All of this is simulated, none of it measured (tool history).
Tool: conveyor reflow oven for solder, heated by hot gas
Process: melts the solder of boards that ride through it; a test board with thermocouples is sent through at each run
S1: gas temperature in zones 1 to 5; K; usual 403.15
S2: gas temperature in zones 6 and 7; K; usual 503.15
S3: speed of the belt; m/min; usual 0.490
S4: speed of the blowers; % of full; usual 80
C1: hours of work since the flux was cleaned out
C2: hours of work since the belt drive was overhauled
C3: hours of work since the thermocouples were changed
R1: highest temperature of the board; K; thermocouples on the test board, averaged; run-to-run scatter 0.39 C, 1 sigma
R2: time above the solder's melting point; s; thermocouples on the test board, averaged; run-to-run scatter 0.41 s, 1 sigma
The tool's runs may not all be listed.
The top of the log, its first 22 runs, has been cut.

| run | day | S1 | S2 | S3 | S4 | C1 | C2 | C3 | R1 | R2 |
|---|---|---|---|---|---|---|---|---|---|---|
| 23 | 37.267 | 399.15 | 503.15 | 0.520 | 68 | 50 | 451 | 660 | 480.55 | 39.3 |
| 24 | 39.246 | 399.15 | 503.15 | 0.497 | 68 | 83 | 483 | 692 | 481.95 | 43.0 |
| 25 | 40.567 | 399.15 | 503.15 | 0.418 | 68 | 105 | 505 | 714 | 487.35 | 58.4 |
| 26 | 41.629 | 392.15 | 505.15 | 0.501 | 80 | 123 | 523 | 732 | 484.75 | 45.0 |
| 27 | 42.871 | 403.15 | 503.15 | 0.490 | 57 | 143 | 543 | 752 | 479.45 | 40.5 |
| 28 | 44.725 | 403.15 | 503.15 | 0.490 | 57 | 174 | 574 | 783 | 479.65 | 41.5 |
| 29 | 46.658 | 415.15 | 492.15 | 0.428 | 80 | 206 | 606 | 815 | 482.65 | 59.1 |
| 30 | 47.783 | 415.15 | 492.15 | 0.428 | 80 | 224 | 625 | 833 | 482.75 | 59.8 |
| 31 | 49.762 | 414.15 | 496.15 | 0.447 | 75 | 257 | 657 | 866 | 483.35 | 56.2 |
| 32 | 51.325 | 417.15 | 505.15 | 0.514 | 57 | 283 | 683 | 892 | 482.05 | 46.0 |

Below are 3 alternative next runs, each starting from the tool's condition after run 32. Predict each:
| A | 53.062 | 417.15 | 497.15 | 0.514 | 57 | 312 | 712 | 921 | ? | ? |
| B | 53.062 | 405.15 | 503.15 | 0.490 | 74 | 312 | 712 | 921 | ? | ? |
| C | 53.062 | 403.15 | 503.15 | 0.412 | 80 | 312 | 712 | 921 | ? | ? |

| run | R1 | R2 |
|---|---|---|
| A | 475.85 | 40.3 |
| B | 484.85 | 48.5 |
| C | 490.95 | 64.9 |
Stripped of hidden state, with their random variation kept, the same runs would have yielded:
| run | R1 | R2 |
|---|---|---|
| A | 475.55 | 39.8 |
| B | 484.75 | 48.2 |
| C | 490.55 | 64.2 |
